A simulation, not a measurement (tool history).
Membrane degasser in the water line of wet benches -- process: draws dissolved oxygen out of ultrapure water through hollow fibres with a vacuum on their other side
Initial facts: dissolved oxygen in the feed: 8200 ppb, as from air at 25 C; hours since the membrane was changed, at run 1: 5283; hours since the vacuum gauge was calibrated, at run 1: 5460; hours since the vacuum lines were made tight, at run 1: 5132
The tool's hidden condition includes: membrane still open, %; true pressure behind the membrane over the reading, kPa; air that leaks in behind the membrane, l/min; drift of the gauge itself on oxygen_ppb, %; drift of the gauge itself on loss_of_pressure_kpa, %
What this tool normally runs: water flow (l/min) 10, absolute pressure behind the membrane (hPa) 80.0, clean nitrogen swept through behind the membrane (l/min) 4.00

| run | hour | water flow (l/min) | absolute pressure behind the membrane (hPa) | clean nitrogen swept through behind the membrane (l/min) | hours since the membrane was changed | hours since the vacuum gauge was calibrated | hours since the vacuum lines were made tight | dissolved oxygen in the water behind the degasser (ppb) | pressure that the water loses in the fibres (hPa) |
|---|---|---|---|---|---|---|---|---|---|
| 1 | 0.0 | 10 | 80.0 | 4.00 | 5283 | 5460 | 5132 | 327.0 | 460.9 |
| 2 | 130.3 | 10 | 80.0 | 3.55 | 5414 | 5590 | 5262 | 335.6 | 460.6 |
| 3 | 246.3 | 10 | 80.0 | 3.55 | 5530 | 5706 | 5378 | 338.9 | 464.5 |
| 4 | 313.8 | 10 | 80.0 | 4.00 | 5597 | 5773 | 5446 | 328.0 | 465.6 |
|  | 368.1 | vacuum gauge calibrated |
| 5 | 399.6 | 10 | 80.0 | 4.00 | 5682 | 31 | 5531 | 330.7 | 463.5 |
| 6 | 458.5 | 11 | 80.0 | 4.00 | 5741 | 90 | 5590 | 373.3 | 508.4 |
| 7 | 512.3 | 10 | 68.4 | 4.00 | 5795 | 144 | 5644 | 324.3 | 465.8 |

Estimate the outcome of run 8 from the log above:
| 8 | 584.3 | 10 | 68.4 | 4.00 | 5867 | 216 | 5716 | ? | ? |

dissolved oxygen in the water behind the degasser (ppb): 323.0
pressure that the water loses in the fibres (hPa): 463.6
Were there no unlogged condition in the tool, this run, its random variation unchanged, would have produced dissolved oxygen in the water behind the degasser (ppb) 321.9, pressure that the water loses in the fibres (hPa) 460.7.

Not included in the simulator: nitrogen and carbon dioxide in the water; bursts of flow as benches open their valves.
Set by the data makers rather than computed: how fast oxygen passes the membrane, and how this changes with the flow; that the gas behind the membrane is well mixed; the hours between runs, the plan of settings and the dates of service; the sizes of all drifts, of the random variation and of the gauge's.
